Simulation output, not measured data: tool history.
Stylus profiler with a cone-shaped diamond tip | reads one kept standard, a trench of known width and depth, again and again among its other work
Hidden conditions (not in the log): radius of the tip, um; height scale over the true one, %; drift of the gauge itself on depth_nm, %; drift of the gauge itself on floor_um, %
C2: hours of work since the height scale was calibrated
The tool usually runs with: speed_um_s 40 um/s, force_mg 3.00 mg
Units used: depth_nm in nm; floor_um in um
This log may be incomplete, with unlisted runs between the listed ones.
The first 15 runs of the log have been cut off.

Run 16, hour 339.3: usual settings but speed_um_s 122 um/s; scans with this tip 7604; C2 554. Result: depth_nm 1016.52 nm, floor_um 15.66 um.
Run 17, hour 358.9: usual settings but speed_um_s 122 um/s; scans with this tip 7817; C2 570. Result: depth_nm 1016.54 nm, floor_um 15.65 um.
Run 18, hour 384.3: usual settings but speed_um_s 122 um/s; scans with this tip 8094; C2 590. Result: depth_nm 1015.78 nm, floor_um 15.59 um.
Run 19, hour 416.1: usual settings but speed_um_s 122 um/s, force_mg 2.98 mg; scans with this tip 8439; C2 615. Result: depth_nm 1015.97 nm, floor_um 15.60 um.
Run 20, hour 435.5: usual settings but speed_um_s 11 um/s, force_mg 5.67 mg; scans with this tip 8651; C2 631. Result: depth_nm 1025.71 nm, floor_um 15.96 um.
Run 21, hour 468.6: usual settings but speed_um_s 11 um/s, force_mg 5.67 mg; scans with this tip 9011; C2 657. Result: depth_nm 1025.88 nm, floor_um 15.95 um.
Run 22, hour 489.6: usual settings but speed_um_s 25 um/s, force_mg 5.86 mg; scans with this tip 9240; C2 674. Result: depth_nm 1026.39 nm, floor_um 15.95 um.
Run 23, hour 512.5: usual settings but speed_um_s 46 um/s, force_mg 1.38 mg; scans with this tip 9488; C2 692. Result: depth_nm 1008.36 nm, floor_um 15.72 um.
Run 24, hour 543.1: usual settings but speed_um_s 52 um/s, force_mg 6.59 mg; scans with this tip 9821; C2 716. Result: depth_nm 1028.79 nm, floor_um 15.81 um.
Run 25, hour 561.5: usual settings but speed_um_s 25 um/s, force_mg 2.84 mg; scans with this tip 10021; C2 731. Result: depth_nm 1014.86 nm, floor_um 15.85 um.
Run 26, hour 585.9: usual settings but speed_um_s 66 um/s, force_mg 5.46 mg; scans with this tip 10287; C2 750. Result: depth_nm 1024.33 nm, floor_um 15.73 um.
Run 27, hour 615.4: usual settings but speed_um_s 14 um/s, force_mg 1.30 mg; scans with this tip 10608; C2 773. Result: depth_nm 1007.48 nm, floor_um 15.81 um.
Run 28, hour 640.2: usual settings but speed_um_s 14 um/s, force_mg 1.30 mg; scans with this tip 10877; C2 793. Result: depth_nm 1007.53 nm, floor_um 15.77 um.
Run 29, hour 667.0: usual settings but force_mg 2.37 mg; scans with this tip 11170; C2 814. Result: depth_nm 1012.81 nm, floor_um 15.75 um.
Run 30, hour 681.2: usual settings but speed_um_s 15 um/s, force_mg 5.58 mg; scans with this tip 11324; C2 826. Result: depth_nm 1024.92 nm, floor_um 15.83 um.
Run 31, hour 694.8: usual settings but speed_um_s 48 um/s, force_mg 4.66 mg; scans with this tip 11472; C2 836. Result: depth_nm 1021.57 nm, floor_um 15.74 um.
Run 32, hour 713.8: usual settings but speed_um_s 36 um/s, force_mg 2.09 mg; scans with this tip 11679; C2 851. Result: depth_nm 1010.75 nm, floor_um 15.70 um.
Run 33, hour 740.9: usual settings but speed_um_s 36 um/s, force_mg 2.09 mg; scans with this tip 11973; C2 873. Result: depth_nm 1010.46 nm, floor_um 15.66 um.
Run 34, hour 773.7: usual settings but speed_um_s 36 um/s, force_mg 2.09 mg; scans with this tip 12330; C2 899. Result: depth_nm 1010.38 nm, floor_um 15.64 um.
Run 35, hour 797.8: usual settings but speed_um_s 36 um/s, force_mg 2.09 mg; scans with this tip 12592; C2 918. Result: depth_nm 1010.98 nm, floor_um 15.62 um.
Run 36, hour 811.7: usual settings but speed_um_s 16 um/s, force_mg 1.71 mg; scans with this tip 12744; C2 929. Result: depth_nm 1008.82 nm, floor_um 15.68 um.

Here are 5 independent what-if runs from the current tool condition. What would each one return?
Run A, hour 835.3: usual settings but speed_um_s 38 um/s, force_mg 5.48 mg; scans with this tip 13001; C2 948. Result: depth_nm ?, floor_um ?.
Run B, hour 835.3: usual settings but speed_um_s 16 um/s, force_mg 1.40 mg; scans with this tip 13001; C2 948. Result: depth_nm ?, floor_um ?.
Run C, hour 835.3: usual settings but speed_um_s 53 um/s, force_mg 5.99 mg; scans with this tip 13001; C2 948. Result: depth_nm ?, floor_um ?.
Run D, hour 835.3: usual settings but speed_um_s 16 um/s, force_mg 1.71 mg; scans with this tip 13001; C2 948. Result: depth_nm ?, floor_um ?.
Run E, hour 835.3: usual settings but force_mg 5.14 mg; scans with this tip 13001; C2 948. Result: depth_nm ?, floor_um ?.

run  depth_nm  floor_um
  A   1023.85     15.66
  B   1007.19     15.69
  C   1025.30     15.62
  D   1008.50     15.68
  E   1022.61     15.68
Had the tool no hidden state, the same runs would have come out as:
run  depth_nm  floor_um
  A   1028.13     16.45
  B   1011.40     16.48
  C   1029.58     16.41
  D   1012.71     16.47
  E   1026.89     16.47
